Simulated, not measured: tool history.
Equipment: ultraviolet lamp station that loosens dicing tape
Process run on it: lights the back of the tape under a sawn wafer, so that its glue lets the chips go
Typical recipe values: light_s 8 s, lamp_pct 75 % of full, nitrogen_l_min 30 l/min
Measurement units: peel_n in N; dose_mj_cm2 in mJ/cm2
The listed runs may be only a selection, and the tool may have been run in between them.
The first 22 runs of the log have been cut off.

| run | hour | light_s | lamp_pct | nitrogen_l_min | hours of work of the lamp | hours of work since the window was cleaned | peel_n | dose_mj_cm2 |
|---|---|---|---|---|---|---|---|---|
| 23 | 401.5 | 7 | 97 | 16 | 879 | 23 | 1.846 | 166 |
| 24 | 423.3 | 7 | 92 | 16 | 894 | 38 | 2.067 | 156 |
| 25 | 438.1 | 7 | 75 | 16 | 904 | 49 | 2.666 | 126 |
|  | 444.8 | window cleaned of glue's vapour, once more |
| 26 | 450.1 | 7 | 98 | 16 | 912 | 4 | 1.356 | 204 |
| 27 | 468.3 | 7 | 77 | 9 | 925 | 16 | 2.984 | 162 |
| 28 | 492.5 | 4 | 81 | 30 | 941 | 33 | 2.924 | 91 |
| 29 | 516.4 | 8 | 76 | 30 | 958 | 49 | 1.025 | 170 |
| 30 | 527.3 | 5 | 75 | 25 | 965 | 57 | 2.767 | 106 |
| 31 | 539.8 | 10 | 73 | 30 | 974 | 66 | 0.743 | 206 |
| 32 | 552.9 | 5 | 75 | 27 | 983 | 75 | 2.627 | 105 |
| 33 | 568.5 | 4 | 66 | 20 | 994 | 85 | 4.192 | 73 |
| 34 | 584.8 | 8 | 75 | 31 | 1005 | 97 | 1.107 | 163 |
| 35 | 605.7 | 7 | 85 | 57 | 1019 | 111 | 0.757 | 163 |
| 36 | 617.2 | 8 | 87 | 30 | 1027 | 119 | 0.917 | 189 |
| 37 | 642.0 | 8 | 79 | 13 | 1044 | 136 | 2.042 | 168 |
| 38 | 666.4 | 8 | 75 | 11 | 1061 | 153 | 2.568 | 160 |
| 39 | 680.9 | 8 | 75 | 11 | 1071 | 163 | 2.552 | 159 |

Forecast each of these 3 alternatives for the next run:
| A | 700.8 | 4 | 94 | 19 | 1085 | 177 | ? | ? |
| B | 700.8 | 4 | 62 | 13 | 1085 | 177 | ? | ? |
| C | 700.8 | 12 | 89 | 30 | 1085 | 177 | ? | ? |

| run | peel_n | dose_mj_cm2 |
|---|---|---|
| A | 3.199 | 101 |
| B | 5.344 | 66 |
| C | 0.343 | 280 |
With the hidden condition removed and each run's random variation left untouched, the same runs would have given:
| run | peel_n | dose_mj_cm2 |
|---|---|---|
| A | 2.081 | 142 |
| B | 4.180 | 93 |
| C | 0.159 | 397 |

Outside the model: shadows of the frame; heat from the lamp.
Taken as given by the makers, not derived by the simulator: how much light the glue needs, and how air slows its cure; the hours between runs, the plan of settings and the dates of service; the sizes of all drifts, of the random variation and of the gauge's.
